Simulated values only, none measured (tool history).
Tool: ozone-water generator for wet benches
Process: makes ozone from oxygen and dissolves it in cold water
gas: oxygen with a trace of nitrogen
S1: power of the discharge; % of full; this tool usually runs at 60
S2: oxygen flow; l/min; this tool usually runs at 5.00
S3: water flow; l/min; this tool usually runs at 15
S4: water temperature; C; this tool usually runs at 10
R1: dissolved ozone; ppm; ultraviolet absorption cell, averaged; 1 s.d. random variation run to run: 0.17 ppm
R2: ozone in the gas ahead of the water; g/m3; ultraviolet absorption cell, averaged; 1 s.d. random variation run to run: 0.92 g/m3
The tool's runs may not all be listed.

run    hour  S1    S2  S3  S4    R1     R2
  1     0.0  60  5.00  15  10  22.7  154.6
  2    56.6  60  7.33  15  10  22.6  127.8
  3   129.9  67  5.00  15  10  24.3  168.8
  4   218.2  67  5.00  15   6  25.6  170.0
  5   285.1  67  5.00  15   6  25.3  167.9
  6   365.8  67  5.00  15   6  25.5  169.9
  7   490.3  67  5.00  15   6  25.7  170.8
  8   603.7  67  5.00  15   6  25.8  170.6
  9   682.3  67  4.02  15   6  24.7  189.0
 10   758.5  60  5.00  21  10  17.2  158.0
 11   864.4  60  5.00  21  10  17.3  159.0
 12   949.6  60  5.00  21  10  17.3  158.8
 13  1002.3  60  5.00  21  10  17.4  159.6
 14  1118.3  60  5.00  21  10  17.1  158.9
 15  1226.4  60  5.00  21  10  17.3  159.5
 16  1331.4  57  5.00  15  10  21.9  152.1

For run 17, what comes out?
     1419.1  -- water thermometer calibrated
 17  1440.1  57  5.00  15  10   ?   ?

R1: 21.6 ppm
R2: 153.7 g/m3
If the tool had no hidden condition, the same run with the same run-to-run variation would have returned R1 21.6 ppm, R2 149.4 g/m3.
